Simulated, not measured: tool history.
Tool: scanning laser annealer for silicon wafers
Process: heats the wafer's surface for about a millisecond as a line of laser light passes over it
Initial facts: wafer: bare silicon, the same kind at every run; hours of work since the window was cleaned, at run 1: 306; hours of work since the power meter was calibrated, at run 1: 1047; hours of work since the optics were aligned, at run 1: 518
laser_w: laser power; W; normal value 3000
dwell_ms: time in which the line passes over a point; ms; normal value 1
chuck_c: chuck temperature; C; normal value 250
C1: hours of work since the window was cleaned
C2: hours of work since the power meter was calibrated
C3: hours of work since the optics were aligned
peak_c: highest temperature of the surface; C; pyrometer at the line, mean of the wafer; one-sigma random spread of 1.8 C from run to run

Run 1, hour 0: usual settings; C1 306; C2 1047; C3 518. Result: peak_c 1014 C.
Run 2, hour 47.1: usual settings; C1 332; C2 1072; C3 544. Result: peak_c 1016 C.
Run 3, hour 97.2: usual settings but dwell_ms 0.89 ms; C1 359; C2 1100; C3 571. Result: peak_c 969 C.
At hour 107.5: window over the wafer cleaned.
Run 4, hour 156.6: usual settings but dwell_ms 0.76 ms; C1 27; C2 1131; C3 602. Result: peak_c 940 C.
Run 5, hour 201.6: usual settings but dwell_ms 0.76 ms; C1 51; C2 1155; C3 627. Result: peak_c 941 C.
Run 6, hour 227.7: usual settings but dwell_ms 0.76 ms; C1 65; C2 1170; C3 641. Result: peak_c 937 C.
Run 7, hour 261.8: usual settings but dwell_ms 0.76 ms; C1 84; C2 1188; C3 659. Result: peak_c 935 C.
Run 8, hour 296.3: usual settings; C1 103; C2 1207; C3 678. Result: peak_c 1034 C.
Run 9, hour 340.5: usual settings; C1 127; C2 1231; C3 702. Result: peak_c 1032 C.
Run 10, hour 370.6: usual settings but chuck_c 225 C; C1 143; C2 1247; C3 718. Result: peak_c 1008 C.
Run 11, hour 428.2: usual settings but chuck_c 225 C; C1 174; C2 1278; C3 750. Result: peak_c 1007 C.
Run 12, hour 469: usual settings but dwell_ms 0.83 ms, chuck_c 225 C; C1 196; C2 1301; C3 772. Result: peak_c 931 C.
Run 13, hour 517.1: usual settings but dwell_ms 0.83 ms, chuck_c 225 C; C1 223; C2 1327; C3 798. Result: peak_c 931 C.
Run 14, hour 558.1: usual settings but dwell_ms 0.83 ms, chuck_c 225 C; C1 245; C2 1349; C3 820. Result: peak_c 931 C.
Run 15, hour 620.9: usual settings but dwell_ms 0.83 ms, chuck_c 225 C; C1 279; C2 1383; C3 855. Result: peak_c 925 C.
Run 16, hour 648.8: usual settings but dwell_ms 0.83 ms, chuck_c 225 C; C1 294; C2 1398; C3 870. Result: peak_c 924 C.
Run 17, hour 695.8: usual settings but laser_w 2672 W; C1 320; C2 1424; C3 895. Result: peak_c 928 C.
Run 18, hour 746.5: usual settings but laser_w 2672 W; C1 347; C2 1451; C3 923. Result: peak_c 927 C.
At hour 780.8: window over the wafer cleaned.
Run 19, hour 809.7: usual settings; C1 16; C2 1485; C3 956. Result: peak_c 1042 C.
Run 20, hour 859.6: usual settings but dwell_ms 1.13 ms; C1 43; C2 1512; C3 983. Result: peak_c 1088 C.
Run 21, hour 900.1: usual settings but dwell_ms 1.13 ms; C1 65; C2 1534; C3 1005. Result: peak_c 1083 C.
Run 22, hour 963.8: usual settings but laser_w 2626 W, chuck_c 210 C; C1 99; C2 1568; C3 1040. Result: peak_c 889 C.
Run 23, hour 993.2: usual settings but laser_w 2838 W, dwell_ms 1.16 ms, chuck_c 248 C; C1 115; C2 1584; C3 1056. Result: peak_c 1045 C.
Run 24, hour 1033.6: usual settings but laser_w 3056 W; C1 137; C2 1606; C3 1078. Result: peak_c 1041 C.
Run 25, hour 1067: usual settings but laser_w 2708 W, dwell_ms 0.79 ms, chuck_c 245 C; C1 156; C2 1625; C3 1096. Result: peak_c 866 C.
Run 26, hour 1097.2: usual settings but laser_w 2708 W, dwell_ms 0.79 ms, chuck_c 245 C; C1 172; C2 1641; C3 1112. Result: peak_c 864 C.
Run 27, hour 1135.4: usual settings but laser_w 2843 W, dwell_ms 0.8 ms, chuck_c 245 C; C1 193; C2 1662; C3 1133. Result: peak_c 902 C.
Run 28, hour 1176.2: usual settings but laser_w 2782 W, dwell_ms 1.12 ms, chuck_c 235 C; C1 215; C2 1684; C3 1155. Result: peak_c 996 C.
Run 29, hour 1216.9: usual settings but laser_w 3097 W, dwell_ms 0.73 ms; C1 237; C2 1706; C3 1177. Result: peak_c 933 C.
Run 30, hour 1254.4: usual settings but laser_w 3118 W, dwell_ms 1.15 ms, chuck_c 275 C; C1 257; C2 1726; C3 1198. Result: peak_c 1138 C.
Run 31, hour 1280.9: usual settings but laser_w 3118 W, dwell_ms 1.15 ms, chuck_c 275 C; C1 272; C2 1741; C3 1212. Result: peak_c 1136 C.
Run 32, hour 1337: usual settings but laser_w 3118 W, dwell_ms 1.15 ms, chuck_c 275 C; C1 302; C2 1771; C3 1243. Result: peak_c 1133 C.
Run 33, hour 1383.4: usual settings but laser_w 2762 W, dwell_ms 0.99 ms, chuck_c 217 C; C1 327; C2 1796; C3 1268. Result: peak_c 913 C.
Run 34, hour 1422.1: usual settings but laser_w 2851 W, dwell_ms 0.79 ms, chuck_c 234 C; C1 348; C2 1817; C3 1289. Result: peak_c 877 C.
At hour 1455.2: window over the wafer cleaned.
Run 35, hour 1473: usual settings but laser_w 2680 W, dwell_ms 1.18 ms, chuck_c 221 C; C1 10; C2 1844; C3 1315. Result: peak_c 986 C.
Run 36, hour 1508.2: usual settings but laser_w 2680 W, dwell_ms 1.18 ms, chuck_c 221 C; C1 29; C2 1863; C3 1335. Result: peak_c 987 C.
Run 37, hour 1559.1: usual settings but laser_w 2680 W, dwell_ms 1.18 ms, chuck_c 221 C; C1 56; C2 1891; C3 1362. Result: peak_c 984 C.
Run 38, hour 1614.4: usual settings but dwell_ms 1.11 ms, chuck_c 230 C; C1 87; C2 1921; C3 1392. Result: peak_c 1058 C.
Run 39, hour 1660.9: usual settings but laser_w 2599 W, dwell_ms 1.1 ms, chuck_c 257 C; C1 112; C2 1946; C3 1417. Result: peak_c 962 C.
Run 40, hour 1714.1: usual settings but laser_w 3017 W, dwell_ms 1.05 ms, chuck_c 258 C; C1 141; C2 1975; C3 1446. Result: peak_c 1064 C.

What differs in the tool's unlogged condition from the final listed run ahead of each entry between runs to the first listed run following it?
Run 3 -> run 4: window over the wafer cleaned (hour 107.5)
  light that passes the window, % of a clean one's: 96.07 -> 99.68; laser's true power over the reading, %: 0.3 -> 0.32; width of the line over the set one, %: 0.85 -> 0.89
  measured result minus the result with no hidden state, peak_c: -32 -> -3 C
Run 18 -> run 19: window over the wafer cleaned (hour 780.8)
  light that passes the window, % of a clean one's: 96.5 -> 99.63; laser's true power over the reading, %: 0.5 -> 0.52; width of the line over the set one, %: 1.33 -> 1.38
  measured result minus the result with no hidden state, peak_c: -27 -> -4 C
Run 34 -> run 35: window over the wafer cleaned (hour 1455.2)
  light that passes the window, % of a clean one's: 96.36 -> 99.83; laser's true power over the reading, %: 0.71 -> 0.73; width of the line over the set one, %: 1.83 -> 1.87
  measured result minus the result with no hidden state, peak_c: -28 -> -3 C
